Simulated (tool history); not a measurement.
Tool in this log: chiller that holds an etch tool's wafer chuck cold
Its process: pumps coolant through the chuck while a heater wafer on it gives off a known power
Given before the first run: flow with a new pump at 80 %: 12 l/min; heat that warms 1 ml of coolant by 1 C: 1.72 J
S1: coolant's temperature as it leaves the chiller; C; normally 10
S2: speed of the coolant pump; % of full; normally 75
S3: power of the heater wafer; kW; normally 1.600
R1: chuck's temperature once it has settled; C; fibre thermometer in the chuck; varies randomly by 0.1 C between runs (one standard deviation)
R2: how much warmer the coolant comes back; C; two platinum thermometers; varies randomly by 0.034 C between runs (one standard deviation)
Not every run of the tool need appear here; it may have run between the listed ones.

run 1 hour=0.0 | S1=10 S2=75 S3=1.600 | R1=26.0 R2=5.10
run 2 hour=66.8 | S1=10 S2=75 S3=1.600 | R1=26.0 R2=5.15
run 3 hour=110.1 | S1=10 S2=75 S3=1.600 | R1=26.0 R2=5.14
run 4 hour=177.3 | S1=10 S2=75 S3=1.600 | R1=26.2 R2=5.13
run 5 hour=237.8 | S1=10 S2=75 S3=1.386 | R1=24.0 R2=4.40
run 6 hour=295.0 | S1=10 S2=75 S3=1.600 | R1=26.4 R2=5.16
run 7 hour=344.4 | S1=20 S2=75 S3=1.600 | R1=36.3 R2=5.14
run 8 hour=380.4 | S1=10 S2=75 S3=1.600 | R1=26.5 R2=5.18
run 9 hour=436.6 | S1=14 S2=75 S3=1.600 | R1=30.4 R2=5.20
run 10 hour=493.4 | S1=15 S2=75 S3=1.600 | R1=31.3 R2=5.10
run 11 hour=561.2 | S1=15 S2=75 S3=1.600 | R1=31.4 R2=5.09
run 12 hour=623.4 | S1=15 S2=75 S3=1.073 | R1=25.9 R2=3.44
run 13 hour=656.4 | S1=15 S2=75 S3=1.073 | R1=25.9 R2=3.41
run 14 hour=710.0 | S1=10 S2=75 S3=1.600 | R1=26.5 R2=5.14
run 15 hour=781.8 | S1=10 S2=75 S3=1.600 | R1=26.6 R2=5.20
run 16 hour=822.1 | S1=10 S2=75 S3=1.600 | R1=26.7 R2=5.12
run 17 hour=862.9 | S1=10 S2=75 S3=1.600 | R1=26.6 R2=5.16
run 18 hour=902.1 | S1=14 S2=97 S3=1.600 | R1=27.7 R2=3.96
run 19 hour=967.3 | S1=14 S2=97 S3=1.600 | R1=27.6 R2=3.97
run 20 hour=1019.0 | S1=13 S2=95 S3=1.534 | R1=26.2 R2=3.87
run 21 hour=1080.4 | S1=16 S2=68 S3=1.172 | R1=29.2 R2=4.22
run 22 hour=1149.0 | S1=13 S2=87 S3=1.172 | R1=23.8 R2=3.22
run 23 hour=1206.3 | S1=3 S2=81 S3=0.858 | R1=11.6 R2=2.59
run 24 hour=1268.8 | S1=3 S2=81 S3=0.858 | R1=11.3 R2=2.64
run 25 hour=1311.3 | S1=3 S2=81 S3=0.858 | R1=11.5 R2=2.56
run 26 hour=1358.3 | S1=3 S2=85 S3=1.600 | R1=18.4 R2=4.61
run 27 hour=1406.1 | S1=13 S2=85 S3=1.070 | R1=23.1 R2=3.04
run 28 hour=1438.2 | S1=13 S2=85 S3=1.070 | R1=23.0 R2=3.05
run 29 hour=1488.1 | S1=13 S2=85 S3=1.070 | R1=23.2 R2=3.11
run 30 hour=1567.4 | S1=13 S2=85 S3=1.070 | R1=23.2 R2=3.06
run 31 hour=1624.2 | S1=13 S2=85 S3=1.070 | R1=23.3 R2=3.05

Hidden state or all else? Some run-to-run changes of R1, split into what the settings, what came in and random variation would give without the hidden state, and what is left for the hidden state (with any gauge scatter that isn't in both results):
Unlogged tool condition in this case: heat passed by the chuck's channels, % of clean ones'; flow at a given pump speed, % of a new pump's; coolant's true temperature over the reading, C; drift of the gauge itself on chuck_c, C; drift of the gauge itself on warmer_back_c, C.
Run 6 -> 7: S1 10 -> 20. R1 +9.9 C: hidden state +0.0, all else +9.9.
Run 7 -> 8: S1 20 -> 10. R1 -9.8 C: hidden state +0.1, all else -9.9.
Run 11 -> 12: S3 1.600 -> 1.073. R1 -5.5 C: hidden state -0.4, all else -5.1.
Run 22 -> 23: S1 13 -> 3, S2 87 -> 81, S3 1.172 -> 0.858. R1 -12.2 C: hidden state -0.1, all else -12.1.
Run 25 -> 26: S2 81 -> 85, S3 0.858 -> 1.600. R1 +6.9 C: hidden state +0.7, all else +6.2.
Run 26 -> 27: S1 3 -> 13, S3 1.600 -> 1.070. R1 +4.7 C: hidden state -0.5, all else +5.2.
